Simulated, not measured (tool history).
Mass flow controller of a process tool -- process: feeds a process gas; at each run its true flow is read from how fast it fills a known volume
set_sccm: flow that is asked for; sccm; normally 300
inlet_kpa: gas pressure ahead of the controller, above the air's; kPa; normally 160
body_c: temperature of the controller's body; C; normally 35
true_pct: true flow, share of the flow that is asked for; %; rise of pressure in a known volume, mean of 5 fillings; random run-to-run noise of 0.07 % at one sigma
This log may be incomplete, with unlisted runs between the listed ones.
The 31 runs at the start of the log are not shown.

run    hour  set_sccm  inlet_kpa  body_c  true_pct
 32  2988.4       300        267      29     98.52
 33  3049.4       988        267      27    100.89
 34  3117.4       107        196      31     97.65
 35  3249.3       107        270      23     97.08
 36  3313.8       604        216      35     99.99
 37  3392.1       641        182      21     99.71
 38  3518.3       881        182      21    100.55
 39  3646.7       881        182      21    100.66
 40  3715.7       300        193      30      98.6
 41  3795.2       219        196      33     98.25
 42  3873.9       300        143      35     98.96
 43  3974.6       211        254      25     97.71
 44  4067.7       262        254      32     98.37
 45  4148.6       300        160      25     98.52
 46  4274.8       563        151      35    100.03
 47  4369.5       563        151      35    100.15

Forecast each of these 5 alternatives for the next run:
  A  4490.3       115        166      30         ?
  B  4490.3       231        151      35         ?
  C  4490.3       172        160      35         ?
  D  4490.3       121        160      35         ?
  E  4490.3       803        184      35         ?

run  true_pct
  A     96.95
  B     98.58
  C        98
  D     97.32
  E    100.96
Stripped of hidden state, with their random variation kept, the same runs would have yielded:
run  true_pct
  A     97.38
  B     98.09
  C     97.82
  D     97.66
  E     99.82

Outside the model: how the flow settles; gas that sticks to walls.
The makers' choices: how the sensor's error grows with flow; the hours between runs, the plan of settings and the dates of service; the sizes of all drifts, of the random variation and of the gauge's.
